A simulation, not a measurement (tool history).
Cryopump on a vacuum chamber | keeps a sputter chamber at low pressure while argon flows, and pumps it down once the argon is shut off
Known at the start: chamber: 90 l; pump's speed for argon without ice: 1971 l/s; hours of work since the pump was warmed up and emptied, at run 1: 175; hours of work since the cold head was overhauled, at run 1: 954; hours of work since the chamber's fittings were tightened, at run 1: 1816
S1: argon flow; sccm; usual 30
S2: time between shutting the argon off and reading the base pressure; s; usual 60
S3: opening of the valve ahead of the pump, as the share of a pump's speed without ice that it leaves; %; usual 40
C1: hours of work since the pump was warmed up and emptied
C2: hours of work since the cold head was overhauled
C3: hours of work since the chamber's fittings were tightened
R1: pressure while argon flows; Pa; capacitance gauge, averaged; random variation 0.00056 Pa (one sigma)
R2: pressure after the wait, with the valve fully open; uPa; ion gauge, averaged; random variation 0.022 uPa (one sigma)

| run | hour | S1 | S2 | S3 | C1 | C2 | C3 | R1 | R2 |
|---|---|---|---|---|---|---|---|---|---|
| 1 | 0.0 | 30 | 60 | 40 | 175 | 954 | 1816 | 0.0665 | 1.68 |
| 2 | 17.7 | 14 | 60 | 40 | 185 | 965 | 1826 | 0.0307 | 1.71 |
| 3 | 36.2 | 30 | 60 | 40 | 196 | 975 | 1837 | 0.0656 | 1.65 |
| 4 | 68.8 | 30 | 60 | 40 | 215 | 995 | 1856 | 0.0676 | 1.69 |
| 5 | 107.4 | 30 | 60 | 40 | 237 | 1017 | 1878 | 0.0687 | 1.77 |
| 6 | 132.7 | 30 | 54 | 40 | 252 | 1032 | 1893 | 0.0675 | 1.83 |
| 7 | 159.3 | 30 | 54 | 40 | 268 | 1047 | 1909 | 0.0672 | 1.83 |
| 8 | 198.7 | 30 | 54 | 40 | 291 | 1070 | 1932 | 0.0688 | 1.81 |
| 9 | 231.1 | 30 | 41 | 40 | 310 | 1089 | 1951 | 0.0679 | 2.04 |
| 10 | 271.2 | 30 | 41 | 40 | 333 | 1113 | 1974 | 0.0692 | 2.00 |
| 11 | 288.6 | 30 | 41 | 28 | 343 | 1123 | 1984 | 0.0966 | 2.12 |
| 12 | 326.2 | 30 | 41 | 28 | 365 | 1145 | 2006 | 0.0981 | 2.14 |
| 13 | 367.0 | 31 | 60 | 60 | 389 | 1169 | 2030 | 0.0486 | 1.93 |
| 14 | 403.3 | 25 | 60 | 28 | 410 | 1190 | 2051 | 0.0811 | 1.99 |
| 15 | 442.6 | 37 | 41 | 32 | 433 | 1213 | 2074 | 0.1074 | 2.23 |
| 16 | 466.2 | 44 | 37 | 47 | 447 | 1227 | 2088 | 0.0899 | 2.36 |
| 17 | 504.2 | 56 | 37 | 47 | 469 | 1249 | 2110 | 0.1139 | 2.37 |
| 18 | 534.8 | 30 | 60 | 29 | 487 | 1267 | 2128 | 0.0953 | 2.07 |
| 19 | 561.7 | 16 | 43 | 28 | 503 | 1282 | 2144 | 0.0526 | 2.27 |
| 20 | 580.4 | 30 | 60 | 16 | 514 | 1293 | 2155 | 0.1674 | 2.08 |
| 21 | 611.6 | 30 | 60 | 16 | 532 | 1312 | 2173 | 0.1679 | 2.15 |
| 22 | 653.6 | 30 | 207 | 16 | 556 | 1336 | 2197 | 0.1694 | 1.90 |
| 23 | 673.8 | 30 | 207 | 16 | 568 | 1348 | 2209 | 0.1705 | 1.87 |
| 24 | 702.2 | 30 | 207 | 16 | 585 | 1364 | 2226 | 0.1704 | 1.94 |

3 ways to go on from here, each from the tool as it stands after run 24. What would each give?
| A | 730.6 | 30 | 146 | 40 | 601 | 1381 | 2242 | ? | ? |
| B | 730.6 | 30 | 79 | 48 | 601 | 1381 | 2242 | ? | ? |
| C | 730.6 | 48 | 242 | 23 | 601 | 1381 | 2242 | ? | ? |

| run | R1 | R2 |
|---|---|---|
| A | 0.0744 | 1.89 |
| B | 0.0616 | 2.14 |
| C | 0.1940 | 1.88 |
Without the tool's hidden state the same runs would have given:
| run | R1 | R2 |
|---|---|---|
| A | 0.0653 | 0.30 |
| B | 0.0525 | 0.51 |
| C | 0.1794 | 0.29 |

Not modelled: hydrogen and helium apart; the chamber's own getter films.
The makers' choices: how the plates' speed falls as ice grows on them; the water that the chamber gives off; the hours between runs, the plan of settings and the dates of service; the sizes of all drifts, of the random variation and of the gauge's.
